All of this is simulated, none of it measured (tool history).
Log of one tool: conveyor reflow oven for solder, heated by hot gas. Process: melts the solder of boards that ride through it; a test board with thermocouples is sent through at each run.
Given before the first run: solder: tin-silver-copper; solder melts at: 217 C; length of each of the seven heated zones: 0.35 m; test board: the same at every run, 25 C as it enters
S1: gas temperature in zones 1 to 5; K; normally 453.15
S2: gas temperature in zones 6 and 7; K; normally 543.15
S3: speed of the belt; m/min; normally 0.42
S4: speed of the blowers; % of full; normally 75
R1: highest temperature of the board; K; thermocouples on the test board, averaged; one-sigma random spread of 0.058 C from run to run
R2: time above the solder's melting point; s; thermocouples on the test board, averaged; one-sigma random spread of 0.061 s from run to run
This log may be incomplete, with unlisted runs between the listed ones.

run,hour,S1,S2,S3,S4,R1,R2
1,0,453.15,543.15,0.42,75,534.48,86.54
2,23.8,453.15,543.15,0.42,75,534.47,86.47
3,44.6,453.15,543.15,0.42,77,534.72,86.58
4,76.2,453.15,543.15,0.383,75,536.62,96.91
5,102.5,453.15,543.15,0.383,75,536.63,96.95
6,136.1,453.15,543.15,0.383,75,536.54,96.95
# hour 175.3: thermocouples of zones 6 and 7 changed
7,180.5,444.15,549.15,0.383,75,539.43,94.63

Run 8 is up next; what results do you expect?
8,220.5,453.15,539.15,0.436,75,?,?

R1: 527.87 K
R2: 78.65 s
Had the tool carried no hidden state, the very same run would have given R1 528.22 K, R2 78.89 s.
